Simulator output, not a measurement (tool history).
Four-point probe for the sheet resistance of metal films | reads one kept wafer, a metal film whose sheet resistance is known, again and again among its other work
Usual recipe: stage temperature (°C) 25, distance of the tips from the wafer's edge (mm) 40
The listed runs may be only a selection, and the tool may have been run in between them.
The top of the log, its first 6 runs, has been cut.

run,hour,stage temperature (°C),distance of the tips from the wafer's edge (mm),touches since the probe head was changed,hours of work since the stage's thermometer was calibrated,sheet resistance as the instrument gives it (ohm/square)
7,467.3,29,40,9510,385,0.058571
8,559.4,25,40,10852,449,0.058359
9,658.9,25,40,12304,519,0.058388
10,729.9,25,40,13338,569,0.058398
11,828.0,25,40,14768,638,0.058385
12,903.9,25,40,15875,691,0.058402
13,1003.9,25,40,17333,762,0.058395
14,1095.5,25,40,18668,826,0.058407
15,1178.6,25,40,19879,884,0.058422
16,1243.7,25,53,20828,930,0.058409
17,1318.3,20,40,21915,983,0.058166
18,1402.0,20,40,23135,1041,0.058176
19,1472.2,32,40,24158,1091,0.058808
20,1523.9,23,40,24913,1127,0.058361
21,1629.7,25,12,26454,1201,0.058666
22,1677.3,25,12,27148,1235,0.058675
23,1757.1,25,12,28312,1291,0.058669
24,1856.5,24,6,29761,1361,0.059271

The next listed run, before its measurement:
25,1959.3,24,6,31259,1433,?

{"run 25": {"sheet resistance as the instrument gives it (ohm/square)": 0.05931}}
Take away the tool's hidden state, keep the run-to-run variation as it was, and the same run would have given sheet resistance as the instrument gives it (ohm/square) 0.059128.
